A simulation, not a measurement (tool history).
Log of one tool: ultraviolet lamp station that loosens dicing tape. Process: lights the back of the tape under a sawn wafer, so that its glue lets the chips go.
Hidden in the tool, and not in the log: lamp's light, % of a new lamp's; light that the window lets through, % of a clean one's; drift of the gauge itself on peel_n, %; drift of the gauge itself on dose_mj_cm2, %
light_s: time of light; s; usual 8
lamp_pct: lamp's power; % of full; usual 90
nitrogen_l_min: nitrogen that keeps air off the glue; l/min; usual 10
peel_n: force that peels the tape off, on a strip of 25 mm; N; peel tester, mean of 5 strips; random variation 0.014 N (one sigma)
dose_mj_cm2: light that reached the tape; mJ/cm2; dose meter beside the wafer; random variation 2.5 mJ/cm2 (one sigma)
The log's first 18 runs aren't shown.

run    hour  light_s  lamp_pct  nitrogen_l_min  hours of work of the lamp  hours of work since the window was cleaned  peel_n  dose_mj_cm2
 19   856.1        8        72              18                        966                                         264   0.814          235
 20   896.0        8        72              18                        997                                         295   0.835          229
 21   969.7        8        72              18                       1055                                         352   0.854          232
 22  1040.5        8        64               6                       1110                                         407   1.485          209
 23  1091.8        8        65               4                       1149                                         447   1.643          211
     1118.2  -- window cleaned of glue's vapour
 24  1167.6       11        65              12                       1208                                          38   0.624          287
 25  1235.8        6        64              12                       1261                                          91   1.808          155
 26  1297.5       13        62              15                       1309                                         139   0.458          326
 27  1371.3       13        62              15                       1366                                         197   0.450          330
 28  1405.6        4        82              10                       1393                                         223   2.402          133
 29  1439.4        4        82              10                       1419                                         249   2.373          132
 30  1503.1        4        82              10                       1468                                         299   2.395          134
 31  1561.1        7        73               5                       1513                                         344   1.621          205
 32  1606.1        5        70               5                       1548                                         379   2.602          137
 33  1661.7        8        94               8                       1591                                         422   0.632          302
     1719.7  -- window cleaned of glue's vapour
 34  1719.7        5        90               8                       1636                                           0   1.665          184
 35  1758.2        4        78               9                       1666                                          30   2.598          124
 36  1797.6        6        90              17                       1697                                          60   0.973          220
     1846.2  -- lamp changed
 37  1848.5        6        90              18                          2                                          99   0.967          218
 38  1881.2        8        76               9                         27                                         125   0.951          246
 39  1922.1        8        82               4                         59                                         156   1.129          262
 40  1972.4        9        79               5                         98                                         195   0.896          286
 41  2004.9        5        75               8                        123                                         221   2.141          155
 42  2074.5        8        64               9                        177                                         275   1.312          203

3 ways to go on from here, each from the tool as it stands after run 42. What would each give?
  A  2134.8        9        64               9                        224                                         321       ?            ?
  B  2134.8        9        89               9                        224                                         321       ?            ?
  C  2134.8        8        64              11                        224                                         321       ?            ?

run  peel_n  dose_mj_cm2
  A   1.021          231
  B   0.548          328
  C   1.217          206
Without the tool's hidden state the same runs would have given:
run  peel_n  dose_mj_cm2
  A   1.020          231
  B   0.547          328
  C   1.215          207

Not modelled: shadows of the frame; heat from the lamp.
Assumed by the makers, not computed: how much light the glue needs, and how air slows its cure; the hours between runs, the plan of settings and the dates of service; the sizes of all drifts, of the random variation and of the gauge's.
